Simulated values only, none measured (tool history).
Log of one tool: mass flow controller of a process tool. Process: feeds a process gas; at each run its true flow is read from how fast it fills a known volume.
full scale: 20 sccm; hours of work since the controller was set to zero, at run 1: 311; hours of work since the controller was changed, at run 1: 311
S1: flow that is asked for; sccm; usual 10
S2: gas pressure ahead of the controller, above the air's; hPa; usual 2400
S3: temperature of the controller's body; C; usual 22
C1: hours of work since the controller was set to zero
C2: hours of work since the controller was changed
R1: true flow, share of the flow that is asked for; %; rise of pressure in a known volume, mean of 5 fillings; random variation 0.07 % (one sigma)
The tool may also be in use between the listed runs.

| run | hour | S1 | S2 | S3 | C1 | C2 | R1 |
|---|---|---|---|---|---|---|---|
| 1 | 0 | 10 | 2400 | 22 | 311 | 311 | 98.04 |
| 2 | 266.6 | 10 | 1450 | 22 | 393 | 393 | 98.82 |
| 3 | 441.1 | 10 | 2760 | 22 | 446 | 446 | 97.96 |
| 4 | 687.8 | 10 | 2760 | 22 | 522 | 522 | 98.05 |
| 5 | 839.1 | 10 | 2760 | 22 | 568 | 568 | 98.22 |
| 6 | 998.4 | 10 | 2760 | 22 | 617 | 617 | 98.3 |
| 7 | 1134.6 | 10 | 2530 | 22 | 659 | 659 | 98.47 |
| 8 | 1383.3 | 10 | 2530 | 22 | 735 | 735 | 98.61 |
| 9 | 1625.5 | 3 | 2400 | 22 | 809 | 809 | 97.76 |
| 10 | 1926.8 | 3 | 2400 | 22 | 901 | 901 | 97.96 |
| 11 | 2101.8 | 3 | 2400 | 22 | 955 | 955 | 98.22 |
| 12 | 2311.4 | 3 | 2400 | 22 | 1019 | 1019 | 98.26 |
| 13 | 2467 | 3 | 2400 | 22 | 1066 | 1066 | 98.31 |
| 14 | 2709.9 | 3 | 2400 | 22 | 1141 | 1141 | 98.47 |
| 15 | 2850.4 | 3 | 2400 | 38 | 1184 | 1184 | 99.66 |
| 16 | 3097.3 | 5 | 2400 | 22 | 1259 | 1259 | 98.94 |
|  | 3173.1 | gauge calibrated |
| 17 | 3232.5 | 5 | 2400 | 22 | 1301 | 1301 | 97.23 |
| 18 | 3428.9 | 5 | 2260 | 29 | 1361 | 1361 | 97.9 |
| 19 | 3630.8 | 15 | 1630 | 36 | 1423 | 1423 | 100.53 |
| 20 | 3806.7 | 15 | 1630 | 36 | 1477 | 1477 | 100.73 |
| 21 | 4001.6 | 2 | 1910 | 39 | 1536 | 1536 | 98.78 |
| 22 | 4285.6 | 3 | 2270 | 34 | 1623 | 1623 | 98.53 |
| 23 | 4577 | 10 | 1730 | 38 | 1712 | 1712 | 100.46 |
| 24 | 4709.1 | 10 | 1730 | 38 | 1753 | 1753 | 100.53 |
| 25 | 4900.5 | 10 | 1730 | 38 | 1812 | 1812 | 100.61 |
| 26 | 5060.1 | 10 | 1730 | 38 | 1860 | 1860 | 100.73 |
| 27 | 5211.2 | 10 | 1730 | 38 | 1907 | 1907 | 100.82 |
| 28 | 5500.1 | 10 | 1580 | 38 | 1995 | 1995 | 101.01 |
| 29 | 5644.2 | 7 | 2190 | 35 | 2039 | 2039 | 100.03 |
| 30 | 5917 | 7 | 2190 | 35 | 2123 | 2123 | 100.21 |
| 31 | 6094.1 | 7 | 2190 | 35 | 2177 | 2177 | 100.31 |
|  | 6159.4 | gauge calibrated |
| 32 | 6273.6 | 8 | 1750 | 24 | 2232 | 2232 | 98.48 |
| 33 | 6417.4 | 8 | 1750 | 24 | 2276 | 2276 | 98.46 |

Forecast each of these 3 alternatives for the next run:
| A | 6623.3 | 10 | 2630 | 29 | 2339 | 2339 | ? |
| B | 6623.3 | 6 | 1750 | 25 | 2339 | 2339 | ? |
| C | 6623.3 | 2 | 2670 | 28 | 2339 | 2339 | ? |

| run | R1 |
|---|---|
| A | 98.54 |
| B | 98.4 |
| C | 97.24 |
Without the tool's hidden state the same runs would have given:
| run | R1 |
|---|---|
| A | 98.27 |
| B | 98.12 |
| C | 96.96 |
